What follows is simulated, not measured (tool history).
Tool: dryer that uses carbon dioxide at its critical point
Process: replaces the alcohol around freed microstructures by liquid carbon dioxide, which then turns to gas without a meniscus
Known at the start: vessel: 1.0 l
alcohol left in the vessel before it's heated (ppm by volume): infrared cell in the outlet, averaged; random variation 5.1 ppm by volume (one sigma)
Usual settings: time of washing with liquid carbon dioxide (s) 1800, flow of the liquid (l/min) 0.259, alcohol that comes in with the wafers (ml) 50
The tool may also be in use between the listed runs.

run	day	time of washing with liquid carbon dioxide (s)	flow of the liquid (l/min)	alcohol that comes in with the wafers (ml)	alcohol left in the vessel before it's heated (ppm by volume)
1	0	1800	0.259	50	52
2	1.554	1800	0.259	50	59
3	3.288	1800	0.209	50	218
4	4.588	1800	0.209	50	224
5	6.125	1800	0.209	50	236
6	7.029	1800	0.209	50	246
7	8.142	1800	0.259	32	56
8	9.929	1800	0.259	31	71
9	11.088	1800	0.259	31	60
10	12.242	2040	0.207	44	150
11	13.675	2040	0.207	44	147
12	15.433	1440	0.27	57	251
13	16.425	1440	0.27	94	402
14	17.617	2400	0.355	45	50
15	18.35	2220	0.182	40	183
16	19.133	1740	0.262	50	127
17	20.054	1320	0.399	57	82
18	21.421	1800	0.259	93	187

3 ways to go on from here, each from the tool as it stands after run 18. What would each give?
A	22.992	1620	0.158	93	?
B	22.992	1800	0.259	36	?
C	22.992	1140	0.184	50	?

run	alcohol left in the vessel before it's heated (ppm by volume)
A	2927
B	110
C	2702
Without the tool's hidden state the same runs would have given:
run	alcohol left in the vessel before it's heated (ppm by volume)
A	2252
B	35
C	2166
